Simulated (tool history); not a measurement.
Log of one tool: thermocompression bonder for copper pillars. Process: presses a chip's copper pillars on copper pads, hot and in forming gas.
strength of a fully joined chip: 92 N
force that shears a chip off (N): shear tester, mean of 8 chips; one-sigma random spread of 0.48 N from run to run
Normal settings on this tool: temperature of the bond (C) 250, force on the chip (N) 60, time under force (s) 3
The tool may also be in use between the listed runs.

run	hour	temperature of the bond (C)	force on the chip (N)	time under force (s)	force that shears a chip off (N)
1	0.0	250	60	3	56.5
2	23.5	250	60	3	55.9
3	46.4	250	60	3	55.2
4	60.4	224	60	3	41.7
5	73.8	224	60	3	42.1
6	93.2	250	60	3	54.5
# hour 107.6: forming gas filter changed
7	111.6	250	60	8	75.4
8	124.8	250	60	8	73.5
9	147.9	257	60	3	61.9
10	172.9	257	60	3	61.7
11	192.2	257	60	8	77.6
12	211.4	235	83	2	56.0
13	231.1	235	38	5	40.8
14	252.3	220	72	3	49.2
15	275.9	251	84	6	79.4
16	291.0	251	84	6	81.1
17	313.0	255	55	2	50.5
18	337.5	250	60	3	57.3

4 ways to go on from here, each from the tool as it stands after run 18. What would each give?
A	349.0	276	72	3	?
B	349.0	256	55	3	?
C	349.0	250	60	3	?
D	349.0	232	60	3	?

run	force that shears a chip off (N)
A	75.3
B	57.0
C	56.9
D	48.1
Stripped of hidden state, with their random variation kept, the same runs would have yielded:
run	force that shears a chip off (N)
A	77.7
B	59.4
C	59.3
D	50.4
